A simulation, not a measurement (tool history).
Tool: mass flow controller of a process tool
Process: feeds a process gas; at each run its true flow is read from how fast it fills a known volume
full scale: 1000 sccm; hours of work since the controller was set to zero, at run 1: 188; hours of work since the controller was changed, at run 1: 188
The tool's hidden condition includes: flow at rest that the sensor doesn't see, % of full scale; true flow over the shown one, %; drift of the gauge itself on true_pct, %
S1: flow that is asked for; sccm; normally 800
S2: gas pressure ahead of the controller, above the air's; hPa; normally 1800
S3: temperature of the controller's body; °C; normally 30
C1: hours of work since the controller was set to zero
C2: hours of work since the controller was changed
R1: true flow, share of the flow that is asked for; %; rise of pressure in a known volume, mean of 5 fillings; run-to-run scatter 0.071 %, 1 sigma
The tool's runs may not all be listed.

run 1 hour=0 | S1=800 S2=1800 S3=30 | C1=188 C2=188 | R1=99.62
run 2 hour=72 | S1=800 S2=1800 S3=30 | C1=223 C2=223 | R1=99.51
run 3 hour=217.1 | S1=800 S2=1800 S3=30 | C1=296 C2=296 | R1=99.55
run 4 hour=356.5 | S1=246 S2=1800 S3=30 | C1=365 C2=365 | R1=98.43
run 5 hour=478.8 | S1=246 S2=1800 S3=30 | C1=426 C2=426 | R1=98.49
run 6 hour=614.5 | S1=246 S2=1800 S3=30 | C1=494 C2=494 | R1=98.23
run 7 hour=732.4 | S1=246 S2=1800 S3=30 | C1=552 C2=552 | R1=98.36
run 8 hour=857.2 | S1=246 S2=1800 S3=30 | C1=615 C2=615 | R1=98.23
run 9 hour=925.2 | S1=800 S2=1800 S3=28 | C1=649 C2=649 | R1=99.24
run 10 hour=1027.9 | S1=800 S2=2490 S3=30 | C1=700 C2=700 | R1=98.82
run 11 hour=1157.3 | S1=800 S2=2490 S3=30 | C1=764 C2=764 | R1=98.5
run 12 hour=1226.9 | S1=800 S2=2490 S3=30 | C1=799 C2=799 | R1=98.74
run 13 hour=1294.3 | S1=800 S2=2490 S3=30 | C1=832 C2=832 | R1=98.7
run 14 hour=1423.7 | S1=231 S2=2490 S3=30 | C1=897 C2=897 | R1=97.69
run 15 hour=1558.1 | S1=231 S2=2490 S3=30 | C1=964 C2=964 | R1=97.49
run 16 hour=1642.2 | S1=231 S2=2490 S3=30 | C1=1006 C2=1006 | R1=97.42
run 17 hour=1775.3 | S1=231 S2=2490 S3=30 | C1=1072 C2=1072 | R1=97.65
run 18 hour=1930.6 | S1=231 S2=2490 S3=39 | C1=1150 C2=1150 | R1=97.1
run 19 hour=2020.9 | S1=800 S2=1800 S3=30 | C1=1194 C2=1194 | R1=99.06
run 20 hour=2108.3 | S1=800 S2=1800 S3=30 | C1=1238 C2=1238 | R1=98.79
run 21 hour=2226.7 | S1=800 S2=1800 S3=24 | C1=1297 C2=1297 | R1=99.05
-- hour=2310.7 gauge calibrated
run 22 hour=2376.5 | S1=800 S2=1800 S3=24 | C1=1372 C2=1372 | R1=99.85
run 23 hour=2457.7 | S1=800 S2=1800 S3=24 | C1=1412 C2=1412 | R1=99.84
run 24 hour=2561.3 | S1=800 S2=1800 S3=24 | C1=1464 C2=1464 | R1=99.71
run 25 hour=2697.6 | S1=800 S2=1800 S3=26 | C1=1532 C2=1532 | R1=99.53
run 26 hour=2775.5 | S1=800 S2=2030 S3=30 | C1=1570 C2=1570 | R1=99.26
run 27 hour=2921.2 | S1=800 S2=2030 S3=30 | C1=1643 C2=1643 | R1=99.11
run 28 hour=2996.4 | S1=210 S2=1520 S3=37 | C1=1681 C2=1681 | R1=98.12
run 29 hour=3114.6 | S1=800 S2=1410 S3=32 | C1=1739 C2=1739 | R1=99.53
run 30 hour=3223.6 | S1=800 S2=2470 S3=30 | C1=1794 C2=1794 | R1=98.78
run 31 hour=3318.7 | S1=179 S2=1800 S3=21 | C1=1841 C2=1841 | R1=98.39
run 32 hour=3405.6 | S1=800 S2=2130 S3=29 | C1=1884 C2=1884 | R1=99.01
run 33 hour=3541.4 | S1=800 S2=2130 S3=29 | C1=1952 C2=1952 | R1=98.97
run 34 hour=3649.1 | S1=976 S2=1700 S3=26 | C1=2006 C2=2006 | R1=99.68
run 35 hour=3765.1 | S1=113 S2=2410 S3=21 | C1=2064 C2=2064 | R1=97.73
run 36 hour=3843.4 | S1=711 S2=1800 S3=38 | C1=2103 C2=2103 | R1=98.53
run 37 hour=3911.6 | S1=711 S2=1800 S3=38 | C1=2137 C2=2137 | R1=98.42
run 38 hour=4023 | S1=197 S2=2020 S3=29 | C1=2192 C2=2192 | R1=97.84
run 39 hour=4132.7 | S1=800 S2=1450 S3=30 | C1=2247 C2=2247 | R1=99.3
run 40 hour=4243.3 | S1=328 S2=1450 S3=30 | C1=2302 C2=2302 | R1=98.21
run 41 hour=4387 | S1=735 S2=1930 S3=28 | C1=2373 C2=2373 | R1=98.71
run 42 hour=4533.7 | S1=735 S2=1930 S3=28 | C1=2447 C2=2447 | R1=98.79
run 43 hour=4653.8 | S1=735 S2=1930 S3=28 | C1=2506 C2=2506 | R1=98.72
run 44 hour=4787.8 | S1=735 S2=2710 S3=28 | C1=2573 C2=2573 | R1=97.98
run 45 hour=4910.6 | S1=735 S2=2710 S3=28 | C1=2634 C2=2634 | R1=98
run 46 hour=4974.7 | S1=735 S2=2710 S3=29 | C1=2666 C2=2666 | R1=98.04
-- hour=5018.7 gauge calibrated
run 47 hour=5101.3 | S1=735 S2=2710 S3=29 | C1=2729 C2=2729 | R1=98.86
run 48 hour=5184.5 | S1=114 S2=1980 S3=30 | C1=2771 C2=2771 | R1=98.13

What differs in the tool's unlogged condition from the final listed run ahead of each entry between runs to the first listed run following it?
Runs 21 to 22: gauge calibrated (hour 2310.7)
  drift of the gauge itself on true_pct, %: -0.76 -> -0.02
  measured result minus the result with no hidden state, R1: -0.76 -> -0.03 %
Runs 46 to 47: gauge calibrated (hour 5018.7)
  flow at rest that the sensor doesn't see, % of full scale: -0.002 -> -0.003; drift of the gauge itself on true_pct, %: -0.91 -> -0.03
  measured result minus the result with no hidden state, R1: -0.91 -> -0.04 %
